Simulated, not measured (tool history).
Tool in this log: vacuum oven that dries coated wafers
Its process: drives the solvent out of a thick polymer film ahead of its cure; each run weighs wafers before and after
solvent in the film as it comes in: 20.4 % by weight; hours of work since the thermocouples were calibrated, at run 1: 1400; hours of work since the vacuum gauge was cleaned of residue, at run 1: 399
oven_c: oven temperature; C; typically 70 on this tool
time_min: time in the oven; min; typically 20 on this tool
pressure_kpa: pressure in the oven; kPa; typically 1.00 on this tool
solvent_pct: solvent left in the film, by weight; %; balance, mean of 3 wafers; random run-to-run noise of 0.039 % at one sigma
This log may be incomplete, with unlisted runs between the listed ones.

run,day,oven_c,time_min,pressure_kpa,hours of work since the thermocouples were calibrated,hours of work since the vacuum gauge was cleaned of residue,solvent_pct
1,0.000,70,20,1.00,1400,399,2.68
2,4.262,59,20,1.00,1472,470,7.79
3,8.633,59,20,1.00,1545,544,7.83
4,12.929,59,20,1.00,1617,616,7.89
# day 13.929: oven's thermocouples calibrated
5,16.688,59,20,1.00,46,677,7.98
6,20.275,59,20,1.00,107,738,7.81
7,23.167,59,20,1.00,155,786,7.88
8,26.933,59,20,1.00,218,849,7.93
9,31.175,59,20,1.00,290,921,7.87
10,35.508,59,20,1.00,362,993,7.87
11,37.888,59,20,1.00,402,1033,7.83
12,41.929,59,20,1.00,470,1101,7.84
13,43.888,70,12,1.00,503,1134,5.38
14,47.521,70,12,1.00,564,1195,5.34
15,50.288,70,12,1.00,611,1242,5.35
16,53.358,70,12,1.00,662,1293,5.43
17,55.958,70,12,1.00,706,1337,5.31
18,60.267,70,14,1.00,778,1409,4.43
19,63.775,70,20,1.03,837,1468,2.72
20,66.479,70,20,2.05,882,1514,3.05
21,68.967,70,20,1.00,924,1555,2.62
22,72.158,74,20,1.00,978,1609,1.40
23,75.217,70,20,1.00,1029,1660,2.65
24,77.200,70,20,1.00,1062,1694,2.70
25,79.883,70,20,1.83,1108,1739,3.02
26,83.496,70,20,1.83,1168,1799,3.00
27,86.988,76,12,2.28,1227,1858,3.19
28,89.421,76,12,3.91,1268,1899,3.62
29,93.517,70,16,1.09,1336,1968,3.79
30,96.383,72,12,0.62,1385,2016,4.32
31,99.083,83,13,0.54,1430,2061,0.62
32,101.325,63,11,0.51,1468,2099,9.07
33,104.229,63,11,0.51,1516,2147,9.04
34,107.458,82,13,2.10,1571,2202,1.19
35,110.150,70,19,0.93,1616,2247,2.88
# day 111.242: oven's thermocouples calibrated
36,113.558,70,26,3.24,39,2303,2.55
37,116.304,70,20,1.29,85,2349,2.71
38,120.021,70,10,2.94,147,2411,6.96
39,124.012,70,10,2.94,214,2478,7.09
40,128.292,79,10,2.21,286,2550,2.86
41,132.412,74,20,1.00,355,2619,1.40
# day 133.800: vacuum gauge cleaned of residue and calibrated
42,136.492,70,31,1.00,423,45,1.09
43,140.817,78,20,1.03,496,118,0.75
44,145.042,60,19,1.03,567,189,7.79
45,148.154,60,19,1.03,619,241,7.65

What differs in the tool's unlogged condition from the final listed run ahead of each entry between runs to the first listed run following it?
Runs 4 to 5: oven's thermocouples calibrated (day 13.929)
  true wafer temperature over the reading, C: 0.04 -> -0.01; true pressure over the reading, kPa: 0.002 -> 0.003
Runs 35 to 36: oven's thermocouples calibrated (day 111.242)
  true wafer temperature over the reading, C: 0.03 -> 0
Runs 41 to 42: vacuum gauge cleaned of residue and calibrated (day 133.800)
  true pressure over the reading, kPa: 0.01 -> 0

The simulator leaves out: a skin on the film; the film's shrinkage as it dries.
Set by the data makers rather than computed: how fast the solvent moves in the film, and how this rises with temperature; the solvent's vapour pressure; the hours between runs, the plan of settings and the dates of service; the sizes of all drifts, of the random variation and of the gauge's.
